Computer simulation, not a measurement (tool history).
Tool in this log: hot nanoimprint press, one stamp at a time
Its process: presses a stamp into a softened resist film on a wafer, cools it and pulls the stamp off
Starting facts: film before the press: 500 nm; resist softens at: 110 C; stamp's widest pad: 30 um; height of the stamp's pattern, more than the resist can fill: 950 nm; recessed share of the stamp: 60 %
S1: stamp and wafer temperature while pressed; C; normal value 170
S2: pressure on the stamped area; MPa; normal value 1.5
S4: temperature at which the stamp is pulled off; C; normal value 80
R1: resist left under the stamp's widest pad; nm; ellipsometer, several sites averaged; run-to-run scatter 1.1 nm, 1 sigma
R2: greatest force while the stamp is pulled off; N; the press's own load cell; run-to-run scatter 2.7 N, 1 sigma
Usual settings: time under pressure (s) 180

run 1 hour=0 | S1=170 S2=1.5 time_under_pressure_(s)=180 S4=80 | R1=291.8 R2=187
run 2 hour=38.4 | S1=170 S2=1.5 time_under_pressure_(s)=180 S4=80 | R1=290.9 R2=192
run 3 hour=74.6 | S1=170 S2=1.5 time_under_pressure_(s)=180 S4=80 | R1=291.9 R2=204
run 4 hour=110.5 | S1=171 S2=1.5 time_under_pressure_(s)=180 S4=80 | R1=280.3 R2=206
run 5 hour=142.9 | S1=171 S2=1.5 time_under_pressure_(s)=180 S4=80 | R1=280.5 R2=200
run 6 hour=180.8 | S1=171 S2=1.5 time_under_pressure_(s)=180 S4=80 | R1=282.6 R2=202
run 7 hour=210.8 | S1=170 S2=1.5 time_under_pressure_(s)=180 S4=80 | R1=293.9 R2=205
run 8 hour=247.6 | S1=170 S2=1.5 time_under_pressure_(s)=180 S4=80 | R1=294.9 R2=213
-- hour=253.4 plate thermocouple calibrated
-- hour=269.4 stamp cleaned and given a new release coat
run 9 hour=278.7 | S1=170 S2=1.5 time_under_pressure_(s)=180 S4=80 | R1=285.7 R2=165
run 10 hour=310.7 | S1=170 S2=1.5 time_under_pressure_(s)=180 S4=80 | R1=287.1 R2=169
run 11 hour=357.9 | S1=170 S2=1.3 time_under_pressure_(s)=180 S4=80 | R1=301.6 R2=170
run 12 hour=386 | S1=170 S2=2.24 time_under_pressure_(s)=134 S4=88 | R1=269.4 R2=132
run 13 hour=434.6 | S1=160 S2=2.24 time_under_pressure_(s)=134 S4=88 | R1=408.3 R2=131
run 14 hour=469.4 | S1=170 S2=1.52 time_under_pressure_(s)=180 S4=70 | R1=287.2 R2=224
run 15 hour=502.7 | S1=170 S2=0.94 time_under_pressure_(s)=180 S4=72 | R1=343.7 R2=220
run 16 hour=546.7 | S1=160 S2=1.5 time_under_pressure_(s)=180 S4=80 | R1=418.4 R2=179
run 17 hour=572.7 | S1=160 S2=1.5 time_under_pressure_(s)=180 S4=80 | R1=425 R2=185
-- hour=615.6 press's hydraulic seals changed and the load cell set to zero
run 18 hour=616.1 | S1=168 S2=1.49 time_under_pressure_(s)=193 S4=74 | R1=309.5 R2=221
run 19 hour=643.7 | S1=170 S2=1.15 time_under_pressure_(s)=153 S4=80 | R1=335.4 R2=190
run 20 hour=684.1 | S1=160 S2=1.15 time_under_pressure_(s)=197 S4=80 | R1=434.4 R2=187
run 21 hour=704.3 | S1=170 S2=2 time_under_pressure_(s)=180 S4=80 | R1=258.4 R2=194
run 22 hour=742.2 | S1=169 S2=0.97 time_under_pressure_(s)=180 S4=80 | R1=355.1 R2=192

Alternative continuations, all from the tool just after run 22; predict every row:
run A hour=780.2 | S1=174 S2=1.5 time_under_pressure_(s)=180 S4=80 | R1=? R2=?
run B hour=780.2 | S1=170 S2=0.91 time_under_pressure_(s)=339 S4=80 | R1=? R2=?
run C hour=780.2 | S1=170 S2=0.91 time_under_pressure_(s)=180 S4=80 | R1=? R2=?
run D hour=780.2 | S1=169 S2=0.97 time_under_pressure_(s)=214 S4=80 | R1=? R2=?
run E hour=780.2 | S1=169 S2=0.97 time_under_pressure_(s)=180 S4=84 | R1=? R2=?

run=A R1=242.3 R2=196
run=B R1=292.9 R2=197
run=C R1=349.9 R2=199
run=D R1=341.7 R2=195
run=E R1=354.7 R2=180
Had the tool no hidden state, the same runs would have come out as:
run=A R1=232.3 R2=163
run=B R1=281.6 R2=164
run=C R1=339.1 R2=166
run=D R1=330.4 R2=162
run=E R1=343.8 R2=149
